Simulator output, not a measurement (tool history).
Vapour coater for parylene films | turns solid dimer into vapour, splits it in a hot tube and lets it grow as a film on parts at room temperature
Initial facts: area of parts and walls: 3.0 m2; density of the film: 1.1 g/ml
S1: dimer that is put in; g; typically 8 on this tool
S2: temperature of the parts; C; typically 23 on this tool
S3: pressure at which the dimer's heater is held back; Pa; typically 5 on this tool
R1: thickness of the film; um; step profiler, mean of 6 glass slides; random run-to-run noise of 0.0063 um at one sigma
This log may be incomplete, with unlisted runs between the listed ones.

run 1 hour=0 | S1=8 S2=23 S3=5 | R1=1.189
run 2 hour=59.7 | S1=8 S2=23 S3=5 | R1=1.177
run 3 hour=124.8 | S1=8 S2=23 S3=5 | R1=1.182
run 4 hour=161.7 | S1=8 S2=23 S3=5 | R1=1.163
run 5 hour=201.3 | S1=8 S2=23 S3=5 | R1=1.161
run 6 hour=253.7 | S1=8 S2=23 S3=5 | R1=1.146
-- hour=265.3 trap's valve overhauled
run 7 hour=325.2 | S1=8 S2=23 S3=5 | R1=1.217
run 8 hour=376.4 | S1=8 S2=23 S3=5 | R1=1.204
run 9 hour=430.7 | S1=8 S2=23 S3=5 | R1=1.192
run 10 hour=507 | S1=8 S2=23 S3=5 | R1=1.188
run 11 hour=570 | S1=8 S2=23 S3=5 | R1=1.181
run 12 hour=629.3 | S1=8 S2=35 S3=5 | R1=0.966
run 13 hour=661.5 | S1=8 S2=26 S3=5 | R1=1.119
run 14 hour=711.9 | S1=8 S2=23 S3=5 | R1=1.164
-- hour=740.6 trap's valve overhauled
run 15 hour=765.8 | S1=8 S2=23 S3=5 | R1=1.218
run 16 hour=833.8 | S1=8 S2=23 S3=5 | R1=1.211
run 17 hour=905 | S1=8 S2=23 S3=5 | R1=1.19
run 18 hour=950.8 | S1=8 S2=23 S3=5 | R1=1.181
run 19 hour=1028.4 | S1=8 S2=23 S3=5 | R1=1.182
run 20 hour=1083.7 | S1=8 S2=23 S3=5 | R1=1.164
run 21 hour=1133.3 | S1=8 S2=23 S3=5 | R1=1.17
run 22 hour=1191.8 | S1=6 S2=23 S3=5 | R1=0.853
-- hour=1218.3 trap's valve overhauled
run 23 hour=1243.1 | S1=6 S2=23 S3=5 | R1=0.919
run 24 hour=1318.6 | S1=8 S2=18 S3=3 | R1=1.354
run 25 hour=1380.6 | S1=8 S2=18 S3=3 | R1=1.34
run 26 hour=1452.8 | S1=8 S2=18 S3=3 | R1=1.319
run 27 hour=1511.7 | S1=11 S2=23 S3=5.29 | R1=1.602
run 28 hour=1581.9 | S1=13 S2=31 S3=8.38 | R1=1.599
run 29 hour=1647.3 | S1=4 S2=33 S3=10.49 | R1=0.462
-- hour=1696.4 trap's valve overhauled
-- hour=1712.7 table's thermometer calibrated
run 30 hour=1715.5 | S1=8 S2=23 S3=6.29 | R1=1.224
run 31 hour=1749.2 | S1=8 S2=25 S3=11.29 | R1=1.126
run 32 hour=1814.4 | S1=12 S2=19 S3=10.09 | R1=1.854
run 33 hour=1870.9 | S1=14 S2=21 S3=5.7 | R1=2.162
run 34 hour=1941.5 | S1=7 S2=24 S3=9.57 | R1=0.975
run 35 hour=2005.8 | S1=7 S2=17 S3=9.57 | R1=1.083
run 36 hour=2048.2 | S1=7 S2=17 S3=9.57 | R1=1.077
run 37 hour=2093 | S1=7 S2=17 S3=9.57 | R1=1.083
run 38 hour=2150.6 | S1=3 S2=15 S3=9.57 | R1=0.475
-- hour=2170.6 trap's valve overhauled
run 39 hour=2218.3 | S1=8 S2=21 S3=2.56 | R1=1.316
run 40 hour=2252.1 | S1=7 S2=21 S3=2.87 | R1=1.142
run 41 hour=2317.7 | S1=10 S2=21 S3=2.87 | R1=1.625
run 42 hour=2393.4 | S1=10 S2=21 S3=2.87 | R1=1.6
run 43 hour=2433 | S1=4 S2=17 S3=2.87 | R1=0.674
run 44 hour=2475.4 | S1=4 S2=30 S3=3.49 | R1=0.548
run 45 hour=2515.4 | S1=13 S2=27 S3=9.67 | R1=1.722

Alternative continuations, all from the tool just after run 45; predict every row:
run A hour=2552.3 | S1=4 S2=23 S3=3.5 | R1=?
run B hour=2552.3 | S1=5 S2=22 S3=2.78 | R1=?
run C hour=2552.3 | S1=3 S2=32 S3=9.67 | R1=?
run D hour=2552.3 | S1=5 S2=34 S3=3.43 | R1=?
run E hour=2552.3 | S1=4 S2=33 S3=8.84 | R1=?

run=A R1=0.606
run=B R1=0.773
run=C R1=0.361
run=D R1=0.637
run=E R1=0.498
Without the tool's hidden state the same runs would have given:
run=A R1=0.639
run=B R1=0.816
run=C R1=0.381
run=D R1=0.672
run=E R1=0.524

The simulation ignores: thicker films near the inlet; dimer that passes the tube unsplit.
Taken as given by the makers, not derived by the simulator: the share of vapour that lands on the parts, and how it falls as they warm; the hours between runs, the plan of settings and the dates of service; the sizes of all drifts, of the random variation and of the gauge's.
